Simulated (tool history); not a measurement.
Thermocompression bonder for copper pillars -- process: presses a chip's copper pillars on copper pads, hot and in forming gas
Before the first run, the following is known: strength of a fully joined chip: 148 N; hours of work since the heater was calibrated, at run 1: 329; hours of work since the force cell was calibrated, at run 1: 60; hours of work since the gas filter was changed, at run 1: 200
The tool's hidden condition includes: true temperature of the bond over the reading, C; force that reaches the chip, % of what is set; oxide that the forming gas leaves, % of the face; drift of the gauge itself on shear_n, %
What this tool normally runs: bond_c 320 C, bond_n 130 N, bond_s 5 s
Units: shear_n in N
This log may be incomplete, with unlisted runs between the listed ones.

| run | hour | bond_c | bond_n | bond_s | hours of work since the heater was calibrated | hours of work since the force cell was calibrated | hours of work since the gas filter was changed | shear_n |
|---|---|---|---|---|---|---|---|---|
| 1 | 0 | 320 | 130 | 5 | 329 | 60 | 200 | 91.8 |
| 2 | 5.4 | 320 | 130 | 5 | 333 | 63 | 204 | 89.6 |
| 3 | 12 | 320 | 130 | 5 | 337 | 68 | 208 | 90.5 |
|  | 15.7 | forming gas filter changed |
| 4 | 20.7 | 320 | 130 | 5 | 343 | 73 | 3 | 91.8 |
| 5 | 30.6 | 320 | 130 | 5 | 349 | 80 | 10 | 91.6 |
| 6 | 38.9 | 320 | 130 | 5 | 355 | 85 | 15 | 91.8 |
| 7 | 43 | 320 | 130 | 5 | 357 | 88 | 18 | 92.1 |
| 8 | 49.9 | 320 | 130 | 6 | 362 | 92 | 23 | 98.5 |
| 9 | 54.8 | 320 | 130 | 9 | 365 | 96 | 26 | 109.6 |
| 10 | 58.8 | 320 | 130 | 4 | 368 | 98 | 28 | 87.5 |
| 11 | 65.2 | 319 | 130 | 5 | 372 | 102 | 33 | 92.5 |
| 12 | 72.3 | 319 | 130 | 5 | 377 | 107 | 37 | 91.2 |
| 13 | 80.9 | 319 | 130 | 5 | 382 | 113 | 43 | 90.4 |
| 14 | 86.3 | 317 | 130 | 5 | 386 | 116 | 47 | 87.2 |
| 15 | 93.7 | 322 | 130 | 5 | 391 | 121 | 51 | 93.4 |
| 16 | 102.7 | 322 | 130 | 5 | 397 | 127 | 57 | 92.9 |
| 17 | 110 | 320 | 130 | 5 | 402 | 132 | 62 | 91.5 |
| 18 | 114.7 | 320 | 130 | 5 | 405 | 135 | 65 | 91.8 |
| 19 | 123.7 | 320 | 130 | 5 | 411 | 141 | 71 | 91.4 |
| 20 | 130.9 | 320 | 130 | 5 | 415 | 146 | 76 | 91.6 |
| 21 | 137 | 320 | 130 | 5 | 419 | 150 | 80 | 92.2 |
| 22 | 141.6 | 320 | 130 | 4 | 422 | 153 | 83 | 85.9 |
| 23 | 148.3 | 314 | 107 | 5 | 427 | 157 | 87 | 75.8 |
| 24 | 157.9 | 314 | 107 | 6 | 433 | 163 | 94 | 79.1 |
| 25 | 165 | 314 | 107 | 6 | 438 | 168 | 98 | 79.6 |
| 26 | 173.2 | 314 | 107 | 6 | 443 | 174 | 104 | 81.5 |
| 27 | 180.9 | 314 | 130 | 5 | 448 | 179 | 109 | 84.3 |
| 28 | 185 | 318 | 130 | 11 | 451 | 181 | 112 | 108 |
| 29 | 192.5 | 318 | 152 | 14 | 456 | 186 | 117 | 120.7 |
| 30 | 197.1 | 318 | 152 | 14 | 459 | 189 | 120 | 119.4 |
| 31 | 205.7 | 339 | 95 | 5 | 465 | 195 | 125 | 91.7 |
| 32 | 211.5 | 339 | 95 | 5 | 468 | 199 | 129 | 91.8 |
| 33 | 219.9 | 339 | 95 | 5 | 474 | 204 | 135 | 91 |
| 34 | 228 | 315 | 82 | 7 | 479 | 210 | 140 | 72.8 |
| 35 | 234.2 | 320 | 130 | 10 | 483 | 214 | 144 | 109.1 |
| 36 | 239.4 | 320 | 142 | 3 | 487 | 217 | 147 | 80.1 |
| 37 | 246.8 | 298 | 94 | 5 | 492 | 222 | 152 | 55.7 |
| 38 | 255.9 | 298 | 94 | 5 | 498 | 228 | 158 | 56.5 |
| 39 | 260.4 | 298 | 102 | 12 | 501 | 231 | 161 | 81.6 |

Below are 5 alternative next runs, each starting from the tool's condition after run 39. Predict each:
| A | 265.3 | 320 | 130 | 4 | 504 | 234 | 164 | ? |
| B | 265.3 | 301 | 176 | 3 | 504 | 234 | 164 | ? |
| C | 265.3 | 307 | 85 | 5 | 504 | 234 | 164 | ? |
| D | 265.3 | 298 | 126 | 12 | 504 | 234 | 164 | ? |
| E | 265.3 | 293 | 159 | 4 | 504 | 234 | 164 | ? |

| run | shear_n |
|---|---|
| A | 84.1 |
| B | 71.6 |
| C | 59.8 |
| D | 89.4 |
| E | 67.6 |
With the hidden condition removed and each run's random variation left untouched, the same runs would have given:
| run | shear_n |
|---|---|
| A | 91 |
| B | 78.3 |
| C | 65.6 |
| D | 96.7 |
| E | 74.2 |
